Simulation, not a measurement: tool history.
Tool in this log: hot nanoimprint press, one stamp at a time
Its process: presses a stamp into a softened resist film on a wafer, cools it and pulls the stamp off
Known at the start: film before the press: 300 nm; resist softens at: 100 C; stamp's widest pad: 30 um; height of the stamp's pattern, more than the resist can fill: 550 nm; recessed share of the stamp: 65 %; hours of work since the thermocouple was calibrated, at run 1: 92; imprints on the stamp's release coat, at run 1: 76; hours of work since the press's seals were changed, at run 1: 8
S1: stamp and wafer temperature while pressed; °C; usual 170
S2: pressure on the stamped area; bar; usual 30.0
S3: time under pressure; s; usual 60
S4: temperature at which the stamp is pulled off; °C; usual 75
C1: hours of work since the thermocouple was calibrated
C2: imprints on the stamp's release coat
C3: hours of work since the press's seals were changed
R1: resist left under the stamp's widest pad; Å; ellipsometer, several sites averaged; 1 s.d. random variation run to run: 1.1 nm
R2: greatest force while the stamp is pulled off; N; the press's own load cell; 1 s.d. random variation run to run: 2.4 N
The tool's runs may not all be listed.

| run | hour | S1 | S2 | S3 | S4 | C1 | C2 | C3 | R1 | R2 |
|---|---|---|---|---|---|---|---|---|---|---|
| 1 | 0.0 | 170 | 30.0 | 60 | 75 | 92 | 76 | 8 | 1654 | 113 |
| 2 | 5.6 | 170 | 30.0 | 60 | 75 | 95 | 87 | 12 | 1650 | 112 |
| 3 | 10.8 | 170 | 30.0 | 60 | 75 | 98 | 96 | 15 | 1667 | 116 |
| 4 | 21.7 | 170 | 30.0 | 60 | 75 | 104 | 116 | 21 | 1656 | 110 |
| 5 | 30.8 | 181 | 30.0 | 60 | 75 | 110 | 133 | 26 | 1223 | 110 |
| 6 | 36.0 | 170 | 30.0 | 60 | 75 | 113 | 143 | 29 | 1661 | 109 |
| 7 | 45.5 | 170 | 30.0 | 60 | 75 | 118 | 160 | 35 | 1655 | 106 |
| 8 | 50.8 | 170 | 30.0 | 60 | 75 | 121 | 170 | 38 | 1663 | 112 |
| 9 | 59.8 | 170 | 30.0 | 96 | 75 | 127 | 186 | 43 | 1404 | 109 |
| 10 | 67.8 | 170 | 30.0 | 60 | 75 | 131 | 201 | 48 | 1662 | 115 |
| 11 | 72.2 | 170 | 30.0 | 60 | 75 | 134 | 209 | 50 | 1645 | 108 |
| 12 | 81.3 | 170 | 30.0 | 60 | 75 | 139 | 226 | 56 | 1645 | 112 |
| 13 | 88.6 | 170 | 30.0 | 60 | 75 | 143 | 240 | 60 | 1666 | 111 |
| 14 | 98.2 | 170 | 30.0 | 60 | 75 | 149 | 257 | 65 | 1671 | 109 |
| 15 | 108.3 | 170 | 30.0 | 60 | 75 | 155 | 276 | 71 | 1658 | 107 |
| 16 | 116.4 | 177 | 26.9 | 60 | 74 | 160 | 291 | 76 | 1433 | 109 |
| 17 | 123.7 | 177 | 26.9 | 60 | 74 | 164 | 304 | 80 | 1430 | 115 |
| 18 | 128.6 | 169 | 40.3 | 47 | 68 | 167 | 313 | 83 | 1666 | 127 |
| 19 | 137.5 | 169 | 40.3 | 33 | 76 | 172 | 330 | 88 | 1865 | 109 |
| 20 | 142.6 | 169 | 40.3 | 33 | 76 | 175 | 339 | 91 | 1849 | 109 |
| 21 | 153.3 | 169 | 34.2 | 33 | 76 | 181 | 359 | 98 | 1960 | 106 |
| 22 | 162.5 | 170 | 27.3 | 46 | 83 | 186 | 376 | 103 | 1867 | 93 |
| 23 | 172.4 | 170 | 27.3 | 68 | 83 | 192 | 394 | 109 | 1632 | 94 |
| 24 | 183.3 | 170 | 30.0 | 57 | 75 | 199 | 414 | 115 | 1678 | 111 |
| 25 | 193.4 | 170 | 30.0 | 57 | 75 | 204 | 433 | 121 | 1687 | 109 |
| 26 | 197.9 | 172 | 30.0 | 60 | 83 | 207 | 441 | 124 | 1568 | 94 |
| 27 | 203.4 | 170 | 30.0 | 60 | 61 | 210 | 451 | 127 | 1644 | 147 |
| 28 | 209.3 | 169 | 41.0 | 32 | 73 | 214 | 462 | 130 | 1876 | 113 |
| 29 | 217.3 | 165 | 22.8 | 32 | 67 | 218 | 476 | 135 | 2353 | 130 |
| 30 | 225.1 | 181 | 21.4 | 61 | 82 | 223 | 491 | 139 | 1420 | 94 |

Alternative continuations, all from the tool just after run 30; predict every row:
| A | 234.5 | 175 | 21.4 | 63 | 70 | 228 | 508 | 145 | ? | ? |
| B | 234.5 | 162 | 19.4 | 54 | 82 | 228 | 508 | 145 | ? | ? |
| C | 234.5 | 170 | 30.0 | 60 | 65 | 228 | 508 | 145 | ? | ? |
| D | 234.5 | 181 | 23.4 | 42 | 75 | 228 | 508 | 145 | ? | ? |

| run | R1 | R2 |
|---|---|---|
| A | 1615 | 125 |
| B | 2329 | 91 |
| C | 1655 | 138 |
| D | 1545 | 109 |
Stripped of hidden state, with their random variation kept, the same runs would have yielded:
| run | R1 | R2 |
|---|---|---|
| A | 1615 | 124 |
| B | 2328 | 91 |
| C | 1655 | 138 |
| D | 1544 | 109 |
